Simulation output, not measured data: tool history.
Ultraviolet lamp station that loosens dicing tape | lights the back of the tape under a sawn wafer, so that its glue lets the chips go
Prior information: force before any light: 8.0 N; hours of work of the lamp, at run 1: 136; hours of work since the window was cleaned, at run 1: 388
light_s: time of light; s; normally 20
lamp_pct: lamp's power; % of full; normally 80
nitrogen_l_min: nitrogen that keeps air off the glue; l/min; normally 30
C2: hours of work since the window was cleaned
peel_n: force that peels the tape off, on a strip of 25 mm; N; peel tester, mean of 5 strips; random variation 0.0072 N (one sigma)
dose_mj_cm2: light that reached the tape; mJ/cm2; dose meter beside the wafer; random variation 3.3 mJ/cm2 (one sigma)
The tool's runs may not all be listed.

Run 1, day 0: usual settings; hours of work of the lamp 136; C2 388. Result: peel_n 0.314 N, dose_mj_cm2 475 mJ/cm2.
At day 0.188: window cleaned of glue's vapour.
Run 2, day 2.538: usual settings; hours of work of the lamp 163; C2 26. Result: peel_n 0.282 N, dose_mj_cm2 492 mJ/cm2.
Run 3, day 5.35: usual settings; hours of work of the lamp 194; C2 57. Result: peel_n 0.28 N, dose_mj_cm2 492 mJ/cm2.
Run 4, day 8.321: usual settings; hours of work of the lamp 227; C2 90. Result: peel_n 0.304 N, dose_mj_cm2 483 mJ/cm2.
Run 5, day 10.996: usual settings; hours of work of the lamp 257; C2 120. Result: peel_n 0.295 N, dose_mj_cm2 475 mJ/cm2.
Run 6, day 13.375: usual settings; hours of work of the lamp 283; C2 146. Result: peel_n 0.319 N, dose_mj_cm2 467 mJ/cm2.
Run 7, day 15.333: usual settings; hours of work of the lamp 305; C2 168. Result: peel_n 0.302 N, dose_mj_cm2 474 mJ/cm2.
Run 8, day 16.838: usual settings; hours of work of the lamp 322; C2 184. Result: peel_n 0.313 N, dose_mj_cm2 463 mJ/cm2.
Run 9, day 18.325: usual settings but nitrogen_l_min 35 l/min; hours of work of the lamp 338; C2 201. Result: peel_n 0.279 N, dose_mj_cm2 457 mJ/cm2.
Run 10, day 20.312: usual settings but light_s 33 s, nitrogen_l_min 35 l/min; hours of work of the lamp 360; C2 223. Result: peel_n 0.191 N, dose_mj_cm2 748 mJ/cm2.
Run 11, day 21.758: usual settings but light_s 33 s, nitrogen_l_min 35 l/min; hours of work of the lamp 376; C2 239. Result: peel_n 0.208 N, dose_mj_cm2 743 mJ/cm2.
Run 12, day 23.2: usual settings but lamp_pct 68 % of full; hours of work of the lamp 392; C2 255. Result: peel_n 0.446 N, dose_mj_cm2 384 mJ/cm2.
Run 13, day 26.083: usual settings; hours of work of the lamp 424; C2 287. Result: peel_n 0.361 N, dose_mj_cm2 439 mJ/cm2.
Run 14, day 27.604: usual settings; hours of work of the lamp 441; C2 303. Result: peel_n 0.35 N, dose_mj_cm2 440 mJ/cm2.
Run 15, day 30.204: usual settings; hours of work of the lamp 470; C2 332. Result: peel_n 0.35 N, dose_mj_cm2 430 mJ/cm2.
Run 16, day 33.288: usual settings; hours of work of the lamp 504; C2 366. Result: peel_n 0.371 N, dose_mj_cm2 429 mJ/cm2.
At day 35.454: window cleaned of glue's vapour.
Run 17, day 36.083: usual settings; hours of work of the lamp 534; C2 7. Result: peel_n 0.339 N, dose_mj_cm2 442 mJ/cm2.
Run 18, day 37.742: usual settings but light_s 31 s, lamp_pct 70 % of full, nitrogen_l_min 22 l/min; hours of work of the lamp 553; C2 25. Result: peel_n 0.249 N, dose_mj_cm2 586 mJ/cm2.
Run 19, day 40.662: usual settings but light_s 17 s, lamp_pct 74 % of full, nitrogen_l_min 25 l/min; hours of work of the lamp 585; C2 58. Result: peel_n 0.642 N, dose_mj_cm2 339 mJ/cm2.
Run 20, day 42.275: usual settings but light_s 37 s, lamp_pct 64 % of full, nitrogen_l_min 11 l/min; hours of work of the lamp 603; C2 75. Result: peel_n 0.284 N, dose_mj_cm2 636 mJ/cm2.
Run 21, day 44.092: usual settings but lamp_pct 64 % of full, nitrogen_l_min 11 l/min; hours of work of the lamp 623; C2 96. Result: peel_n 0.935 N, dose_mj_cm2 338 mJ/cm2.
Run 22, day 46.425: usual settings but lamp_pct 64 % of full, nitrogen_l_min 11 l/min; hours of work of the lamp 649; C2 121. Result: peel_n 0.934 N, dose_mj_cm2 328 mJ/cm2.
Run 23, day 48.508: usual settings but lamp_pct 64 % of full, nitrogen_l_min 11 l/min; hours of work of the lamp 672; C2 144. Result: peel_n 1.021 N, dose_mj_cm2 332 mJ/cm2.
Run 24, day 49.838: usual settings but light_s 29 s, lamp_pct 86 % of full; hours of work of the lamp 687; C2 159. Result: peel_n 0.218 N, dose_mj_cm2 634 mJ/cm2.
Run 25, day 51.138: usual settings but light_s 18 s, lamp_pct 86 % of full; hours of work of the lamp 701; C2 174. Result: peel_n 0.427 N, dose_mj_cm2 394 mJ/cm2.
Run 26, day 54.221: usual settings but light_s 16 s, lamp_pct 86 % of full; hours of work of the lamp 735; C2 208. Result: peel_n 0.567 N, dose_mj_cm2 340 mJ/cm2.
Run 27, day 56.3: usual settings but light_s 16 s, lamp_pct 81 % of full, nitrogen_l_min 24 l/min; hours of work of the lamp 758; C2 231. Result: peel_n 0.688 N, dose_mj_cm2 315 mJ/cm2.
Run 28, day 59.354: usual settings but light_s 21 s, lamp_pct 68 % of full, nitrogen_l_min 11 l/min; hours of work of the lamp 792; C2 264. Result: peel_n 0.9 N, dose_mj_cm2 344 mJ/cm2.
Run 29, day 61.562: usual settings but light_s 21 s, lamp_pct 73 % of full, nitrogen_l_min 10 l/min; hours of work of the lamp 816; C2 289. Result: peel_n 0.871 N, dose_mj_cm2 366 mJ/cm2.
Run 30, day 62.967: usual settings but lamp_pct 86 % of full; hours of work of the lamp 832; C2 304. Result: peel_n 0.4 N, dose_mj_cm2 407 mJ/cm2.
Run 31, day 64.721: usual settings but lamp_pct 65 % of full, nitrogen_l_min 13 l/min; hours of work of the lamp 851; C2 324. Result: peel_n 1.093 N, dose_mj_cm2 303 mJ/cm2.
Run 32, day 67.012: usual settings but lamp_pct 63 % of full, nitrogen_l_min 44 l/min; hours of work of the lamp 877; C2 349. Result: peel_n 0.673 N, dose_mj_cm2 295 mJ/cm2.
Run 33, day 68.579: usual settings but lamp_pct 63 % of full, nitrogen_l_min 44 l/min; hours of work of the lamp 894; C2 367. Result: peel_n 0.697 N, dose_mj_cm2 288 mJ/cm2.
At day 70.833: window cleaned of glue's vapour.
Run 34, day 71.1: usual settings but light_s 22 s, lamp_pct 61 % of full, nitrogen_l_min 27 l/min; hours of work of the lamp 922; C2 3. Result: peel_n 0.719 N, dose_mj_cm2 316 mJ/cm2.

Consider 5 possible next runs. They are alternatives, not a sequence: every one starts from the tool as it was left by run 34. What does each give?
Run A, day 73.3: usual settings but light_s 21 s, lamp_pct 89 % of full; hours of work of the lamp 946; C2 27. Result: peel_n ?, dose_mj_cm2 ?.
Run B, day 73.3: usual settings but light_s 22 s, lamp_pct 87 % of full, nitrogen_l_min 24 l/min; hours of work of the lamp 946; C2 27. Result: peel_n ?, dose_mj_cm2 ?.
Run C, day 73.3: usual settings but light_s 35 s, lamp_pct 69 % of full, nitrogen_l_min 27 l/min; hours of work of the lamp 946; C2 27. Result: peel_n ?, dose_mj_cm2 ?.
Run D, day 73.3: usual settings but nitrogen_l_min 28 l/min; hours of work of the lamp 946; C2 27. Result: peel_n ?, dose_mj_cm2 ?.
Run E, day 73.3: usual settings but light_s 30 s, lamp_pct 61 % of full, nitrogen_l_min 23 l/min; hours of work of the lamp 946; C2 27. Result: peel_n ?, dose_mj_cm2 ?.

run  peel_n  dose_mj_cm2
  A    0.37          432
  B   0.363          447
  C   0.237          563
  D   0.494          370
  E   0.414          428
The same runs, with their run-to-run variation unchanged, on a tool lacking any hidden condition would have given:
run  peel_n  dose_mj_cm2
  A   0.237          611
  B   0.222          631
  C   0.187          797
  D   0.273          523
  E   0.242          603
